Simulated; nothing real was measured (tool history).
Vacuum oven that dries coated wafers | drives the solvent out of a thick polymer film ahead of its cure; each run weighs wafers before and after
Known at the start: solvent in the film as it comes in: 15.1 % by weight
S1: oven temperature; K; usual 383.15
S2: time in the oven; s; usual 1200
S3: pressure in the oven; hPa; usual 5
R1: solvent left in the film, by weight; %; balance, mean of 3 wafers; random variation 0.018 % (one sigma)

Run 1, hour 0: usual settings. Result: R1 1.01 %.
Run 2, hour 52.5: usual settings. Result: R1 0.99 %.
Run 3, hour 120.7: usual settings. Result: R1 1.02 %.
Run 4, hour 183.3: usual settings but S3 2.5 hPa. Result: R1 0.85 %.
Run 5, hour 226.8: usual settings but S3 6.06 hPa. Result: R1 1.07 %.
Run 6, hour 320.4: usual settings but S3 6.06 hPa. Result: R1 1.05 %.
Run 7, hour 405.5: usual settings but S3 7.42 hPa. Result: R1 1.15 %.
Run 8, hour 485.6: usual settings but S3 12.36 hPa. Result: R1 1.46 %.
Run 9, hour 549.5: usual settings but S3 3.22 hPa. Result: R1 0.9 %.
Run 10, hour 639.4: usual settings but S3 3.22 hPa. Result: R1 0.88 %.
Run 11, hour 681.2: usual settings but S3 3.22 hPa. Result: R1 0.85 %.
Run 12, hour 756.9: usual settings but S3 3.22 hPa. Result: R1 0.89 %.
Run 13, hour 800.3: usual settings but S3 3.22 hPa. Result: R1 0.89 %.
Run 14, hour 848.3: usual settings but S3 3.22 hPa. Result: R1 0.87 %.
At hour 863.8: vacuum gauge cleaned of residue and calibrated.
Run 15, hour 920.7: usual settings but S3 12.62 hPa. Result: R1 1.46 %.
Run 16, hour 972.9: usual settings but S3 12.62 hPa. Result: R1 1.45 %.
Run 17, hour 1024.1: usual settings but S2 960 s, S3 4.09 hPa. Result: R1 1.45 %.
Run 18, hour 1101.8: usual settings but S1 390.15 K, S3 4.6 hPa. Result: R1 0.5 %.
Run 19, hour 1194.6: usual settings but S1 370.15 K, S2 1260 s, S3 10.75 hPa. Result: R1 2.96 %.
Run 20, hour 1265.1: usual settings but S1 397.15 K, S2 1260 s, S3 6.28 hPa. Result: R1 0.32 %.
Run 21, hour 1332.4: usual settings but S1 378.15 K, S2 1260 s, S3 6.28 hPa. Result: R1 1.5 %.
Run 22, hour 1405.5: usual settings but S1 378.15 K, S2 1260 s, S3 6.28 hPa. Result: R1 1.48 %.
Run 23, hour 1470.2: usual settings but S1 374.15 K, S2 1860 s, S3 6.28 hPa. Result: R1 1.09 %.
Run 24, hour 1529.2: usual settings but S1 387.15 K. Result: R1 0.73 %.
Run 25, hour 1587.3: usual settings but S1 382.15 K, S3 9.93 hPa. Result: R1 1.43 %.
Run 26, hour 1679.7: usual settings but S1 382.15 K, S3 9.93 hPa. Result: R1 1.41 %.
Run 27, hour 1737.6: usual settings but S1 385.15 K, S2 1740 s, S3 11.5 hPa. Result: R1 0.88 %.
Run 28, hour 1787.1: usual settings but S2 1380 s, S3 6.26 hPa. Result: R1 0.85 %.

Forecast each of these 4 alternatives for the next run:
Run A, hour 1841.7: usual settings but S1 371.15 K, S2 1560 s, S3 6.26 hPa. Result: R1 ?.
Run B, hour 1841.7: usual settings but S1 389.15 K, S2 1860 s, S3 6.15 hPa. Result: R1 ?.
Run C, hour 1841.7: usual settings but S2 780 s, S3 4.49 hPa. Result: R1 ?.
Run D, hour 1841.7: usual settings but S1 396.15 K, S2 1380 s, S3 4.36 hPa. Result: R1 ?.

run    R1
  A  1.82
  B  0.37
  C  2.08
  D  0.25
Without the tool's hidden state the same runs would have given:
run    R1
  A  1.81
  B  0.36
  C  2.07
  D  0.24

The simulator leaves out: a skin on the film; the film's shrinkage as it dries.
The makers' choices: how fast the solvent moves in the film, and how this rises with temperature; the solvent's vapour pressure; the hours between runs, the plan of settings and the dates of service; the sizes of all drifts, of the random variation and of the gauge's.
